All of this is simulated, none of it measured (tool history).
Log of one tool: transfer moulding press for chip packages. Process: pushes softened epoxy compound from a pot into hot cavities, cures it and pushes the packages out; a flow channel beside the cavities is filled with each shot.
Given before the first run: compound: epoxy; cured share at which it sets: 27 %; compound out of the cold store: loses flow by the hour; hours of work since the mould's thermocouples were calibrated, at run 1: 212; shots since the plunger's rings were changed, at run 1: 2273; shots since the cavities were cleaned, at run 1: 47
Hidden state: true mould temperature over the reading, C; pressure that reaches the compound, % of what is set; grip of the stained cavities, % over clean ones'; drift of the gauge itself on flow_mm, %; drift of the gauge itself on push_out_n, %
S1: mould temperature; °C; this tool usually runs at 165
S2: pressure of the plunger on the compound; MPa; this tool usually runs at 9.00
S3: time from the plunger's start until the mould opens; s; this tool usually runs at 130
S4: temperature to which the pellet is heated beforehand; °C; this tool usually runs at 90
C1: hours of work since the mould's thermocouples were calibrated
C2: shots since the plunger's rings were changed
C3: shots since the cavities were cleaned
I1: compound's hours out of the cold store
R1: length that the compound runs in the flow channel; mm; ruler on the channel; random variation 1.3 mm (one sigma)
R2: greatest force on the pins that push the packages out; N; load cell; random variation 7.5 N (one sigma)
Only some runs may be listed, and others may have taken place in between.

run	hour	S1	S2	S3	S4	C1	C2	C3	I1	R1	R2
1	0.0	165	9.00	130	90	212	2273	47	28.1	805	376
2	10.1	165	8.00	130	90	217	2336	110	23.7	783	398
3	24.8	170	9.00	130	90	223	2428	202	39.3	740	419
4	35.5	165	9.00	157	90	228	2496	270	16.3	872	453
5	53.6	163	9.00	157	90	236	2609	383	15.8	878	486
6	71.1	165	9.00	130	90	244	2719	493	26.3	816	571
7	84.0	165	9.00	130	90	250	2800	574	37.4	757	588
8	94.6	165	9.00	130	94	255	2867	641	12.4	888	621
9	103.5	162	9.00	130	94	259	2923	697	43.5	732	700
10	113.2	162	9.00	130	94	263	2983	757	43.2	735	701
11	121.8	162	9.00	130	94	267	3037	811	8.0	920	798
12	137.6	162	9.00	130	94	274	3136	910	14.1	888	788
# hour 149.3: cavities cleaned with cleaning compound and waxed
13	156.5	162	9.00	130	97	282	3246	46	14.4	884	905
14	172.0	169	10.34	166	88	289	3343	143	19.3	898	597
# hour 181.4: cavities cleaned with cleaning compound and waxed, once more
15	182.0	165	9.00	117	81	293	3397	4	15.9	867	437
16	194.0	165	9.00	117	81	298	3472	79	15.3	869	529
17	205.5	165	9.00	117	81	303	3544	151	12.6	888	580
18	217.2	159	7.18	117	81	308	3618	225	33.5	704	828
19	235.9	159	7.18	117	81	317	3735	342	32.0	710	931
20	255.5	165	9.00	125	82	326	3858	465	41.4	732	592
21	266.3	165	9.00	125	82	330	3926	533	28.4	795	631
22	283.6	165	9.00	125	82	338	4034	641	23.2	825	678
23	299.5	161	7.50	156	97	345	4134	741	47.5	647	601

Here are 5 independent what-if runs from the current tool condition. What would each one return?
A	318.2	166	9.00	130	90	354	4251	858	9.5	?	?
B	318.2	169	7.50	156	97	354	4251	858	37.7	?	?
C	318.2	161	8.77	157	83	354	4251	858	48.0	?	?
D	318.2	166	7.50	128	93	354	4251	858	35.1	?	?
E	318.2	157	10.13	156	95	354	4251	858	43.8	?	?

run	R1	R2
A	897	662
B	676	552
C	702	626
D	692	632
E	782	719
What these runs would have given with no unlogged condition in the tool:
run	R1	R2
A	926	329
B	697	277
C	724	311
D	715	310
E	807	350
